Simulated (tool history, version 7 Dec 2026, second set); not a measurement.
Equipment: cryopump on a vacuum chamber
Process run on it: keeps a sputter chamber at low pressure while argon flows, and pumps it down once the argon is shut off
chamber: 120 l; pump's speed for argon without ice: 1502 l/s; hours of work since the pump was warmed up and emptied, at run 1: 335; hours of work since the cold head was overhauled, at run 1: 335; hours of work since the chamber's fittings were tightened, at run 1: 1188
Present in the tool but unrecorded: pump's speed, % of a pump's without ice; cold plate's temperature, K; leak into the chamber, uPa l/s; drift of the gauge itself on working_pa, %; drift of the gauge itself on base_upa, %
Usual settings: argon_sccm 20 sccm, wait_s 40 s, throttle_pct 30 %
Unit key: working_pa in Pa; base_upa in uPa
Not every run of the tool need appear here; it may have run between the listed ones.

run     day  argon_sccm  wait_s  throttle_pct  hours of work since the pump was warmed up and emptied  hours of work since the cold head was overhauled  hours of work since the chamber's fittings were tightened  working_pa  base_upa
  1       0          20      40            30                                                     335                                               335                                                       1188      0.0777      1.91
  2   2.142          20      40            30                                                     371                                               371                                                       1224      0.0775         2
  3   3.479          20      40            18                                                     393                                               393                                                       1246      0.1274      2.11
  4   4.529          20      40            18                                                     410                                               410                                                       1263      0.1282      2.11
  5   5.629          34      40            30                                                     428                                               428                                                       1281      0.1324       2.1
  6   7.671          34      40            30                                                     462                                               462                                                       1314      0.1329      2.09
  7   9.954          34      40            30                                                     499                                               499                                                       1352      0.1343       2.3
  8  12.133          34      40            30                                                     535                                               535                                                       1388       0.134       2.3
  9  14.167          12      21            30                                                     568                                               568                                                       1421       0.047      2.88
 10  16.033          12      21            30                                                     599                                               599                                                       1452      0.0475      2.95
 11  17.129          12      21            30                                                     617                                               617                                                       1470      0.0473       2.9
 12  18.858           9      23            30                                                     646                                               646                                                       1498      0.0363      2.87
 13  20.979          26     104            28                                                     681                                               681                                                       1533       0.112      2.06
 14  23.125          26     104            28                                                     716                                               716                                                       1569      0.1108      2.19
 15  24.679           9      40            21                                                     741                                               741                                                       1594      0.0508      2.67

Results for each run, recomputed without the tool's hidden state and with each run's random variation untouched:
run  working_pa  base_upa
  1      0.0755      0.78
  2      0.0751      0.79
  3      0.1248      0.83
  4      0.1254      0.82
  5      0.1276      0.83
  6      0.1277      0.78
  7      0.1285      0.87
  8      0.1278      0.84
  9      0.0447      1.38
 10       0.045      1.39
 11      0.0447      1.34
 12      0.0342      1.25
 13      0.1057      0.41
 14       0.104      0.44
 15      0.0484      0.83
